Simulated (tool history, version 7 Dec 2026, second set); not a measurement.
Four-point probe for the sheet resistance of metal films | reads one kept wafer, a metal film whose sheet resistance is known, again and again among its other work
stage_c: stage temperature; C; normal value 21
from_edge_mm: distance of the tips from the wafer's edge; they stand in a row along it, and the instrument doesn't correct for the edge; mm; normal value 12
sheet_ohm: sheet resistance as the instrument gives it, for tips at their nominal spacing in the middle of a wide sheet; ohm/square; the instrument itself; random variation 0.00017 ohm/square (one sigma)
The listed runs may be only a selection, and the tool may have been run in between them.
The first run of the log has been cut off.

run	hour	stage_c	from_edge_mm	touches since the probe head was changed	hours of work since the stage's thermometer was calibrated	sheet_ohm
2	20.9	21	12	6290	1026	0.844475
3	53	21	12	6727	1045	0.844599
4	82	21	12	7123	1063	0.844649
5	104.9	21	12	7436	1077	0.844386
6	133	21	12	7819	1094	0.844371
7	156.3	21	12	8137	1109	0.844505
8	179.5	21	5	8454	1123	0.848177
9	201.9	21	5	8760	1137	0.848303
10	220.9	27	12	9019	1148	0.84386
11	235.1	27	12	9212	1157	0.843531
12	264.8	21	30	9617	1175	0.843579
13	295.2	21	30	10032	1194	0.843637
14	329.9	21	30	10506	1215	0.843809
15	358	21	30	10889	1232	0.843649
16	373.1	27	12	11095	1242	0.843795
17	403.6	21	12	11511	1260	0.844621
18	435.2	20	12	11942	1280	0.844542
19	455.2	21	12	12215	1292	0.84458
20	470.6	21	12	12426	1302	0.844203
21	502.6	21	12	12862	1321	0.844673
22	532.7	21	12	13272	1340	0.844564
23	560.6	20	12	13654	1357	0.844438
24	580.6	20	12	13926	1369	0.844678
25	602.3	20	12	14222	1382	0.844239
26	616.3	33	60	14413	1391	0.84252

Expected results for the next run?
27	636.7	23	6	14692	1403	?

{"run 27": {"sheet_ohm": 0.846442}}
Had the tool carried no hidden state, the very same run would have given sheet_ohm 0.846476 ohm/square.

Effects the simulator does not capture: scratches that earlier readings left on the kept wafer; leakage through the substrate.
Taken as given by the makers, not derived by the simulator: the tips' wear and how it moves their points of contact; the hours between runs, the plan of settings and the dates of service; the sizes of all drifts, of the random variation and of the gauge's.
